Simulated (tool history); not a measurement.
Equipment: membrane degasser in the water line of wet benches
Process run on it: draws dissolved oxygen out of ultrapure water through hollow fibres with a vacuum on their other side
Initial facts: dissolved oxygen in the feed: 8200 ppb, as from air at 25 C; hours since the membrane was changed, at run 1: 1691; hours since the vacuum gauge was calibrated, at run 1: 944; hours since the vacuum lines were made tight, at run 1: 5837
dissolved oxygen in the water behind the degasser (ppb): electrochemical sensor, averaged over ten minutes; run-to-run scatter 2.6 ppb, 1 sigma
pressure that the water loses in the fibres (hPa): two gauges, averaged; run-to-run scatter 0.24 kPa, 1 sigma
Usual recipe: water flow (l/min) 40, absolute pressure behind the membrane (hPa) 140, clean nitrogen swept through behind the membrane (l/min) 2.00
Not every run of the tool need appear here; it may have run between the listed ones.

| run | day | water flow (l/min) | absolute pressure behind the membrane (hPa) | clean nitrogen swept through behind the membrane (l/min) | hours since the membrane was changed | hours since the vacuum gauge was calibrated | hours since the vacuum lines were made tight | dissolved oxygen in the water behind the degasser (ppb) | pressure that the water loses in the fibres (hPa) |
|---|---|---|---|---|---|---|---|---|---|
| 1 | 0.000 | 40 | 140 | 2.00 | 1691 | 944 | 5837 | 482.0 | 633.7 |
| 2 | 1.488 | 40 | 140 | 2.00 | 1726 | 979 | 5873 | 483.7 | 631.7 |
| 3 | 2.929 | 40 | 140 | 4.83 | 1761 | 1014 | 5908 | 231.1 | 631.7 |
| 4 | 4.838 | 40 | 140 | 2.00 | 1807 | 1060 | 5953 | 482.5 | 636.3 |
| 5 | 6.550 | 40 | 140 | 2.00 | 1848 | 1101 | 5994 | 482.0 | 633.2 |
| 6 | 7.771 | 40 | 140 | 2.00 | 1877 | 1130 | 6024 | 482.9 | 632.7 |
| 7 | 10.004 | 40 | 140 | 2.84 | 1931 | 1184 | 6077 | 364.2 | 634.9 |
| 8 | 11.538 | 24 | 140 | 2.00 | 1968 | 1221 | 6114 | 305.6 | 379.2 |
| 9 | 13.808 | 40 | 140 | 2.00 | 2022 | 1275 | 6169 | 482.6 | 633.4 |
| 10 | 15.108 | 40 | 140 | 2.00 | 2053 | 1306 | 6200 | 487.8 | 631.8 |
| 11 | 17.096 | 40 | 225 | 2.00 | 2101 | 1354 | 6248 | 818.3 | 634.8 |
| 12 | 18.062 | 30 | 140 | 2.00 | 2124 | 1377 | 6271 | 371.3 | 475.3 |
| 13 | 19.717 | 30 | 140 | 2.00 | 2164 | 1417 | 6310 | 374.5 | 476.3 |
| 14 | 20.783 | 30 | 140 | 2.00 | 2190 | 1442 | 6336 | 371.7 | 479.6 |
| 15 | 21.983 | 30 | 117 | 2.00 | 2218 | 1471 | 6365 | 297.9 | 477.8 |
| 16 | 23.675 | 30 | 117 | 2.00 | 2259 | 1512 | 6405 | 295.8 | 473.9 |
| 17 | 25.096 | 30 | 117 | 2.00 | 2293 | 1546 | 6440 | 294.8 | 473.5 |
| 18 | 26.658 | 30 | 117 | 2.00 | 2331 | 1583 | 6477 | 296.6 | 474.7 |
| 19 | 28.883 | 30 | 117 | 2.00 | 2384 | 1637 | 6530 | 296.7 | 472.2 |
| 20 | 30.000 | 40 | 140 | 3.40 | 2411 | 1664 | 6557 | 312.3 | 634.2 |
| 21 | 32.121 | 40 | 140 | 0.96 | 2462 | 1715 | 6608 | 847.8 | 634.7 |
| 22 | 34.425 | 44 | 140 | 2.93 | 2517 | 1770 | 6663 | 391.4 | 702.4 |
| 23 | 36.479 | 36 | 287 | 5.34 | 2566 | 1819 | 6713 | 413.5 | 571.2 |
| 24 | 37.821 | 48 | 315 | 3.52 | 2598 | 1851 | 6745 | 860.5 | 761.4 |

Forecast run 25:
| 25 | 39.825 | 40 | 107 | 2.00 | 2647 | 1900 | 6793 | ? | ? |

{"run 25": {"dissolved oxygen in the water behind the degasser (ppb)": 355.0, "pressure that the water loses in the fibres (hPa)": 638.9}}
With the hidden condition absent and the run-to-run variation left alone, this run would have shown dissolved oxygen in the water behind the degasser (ppb) 342.6, pressure that the water loses in the fibres (hPa) 630.6.
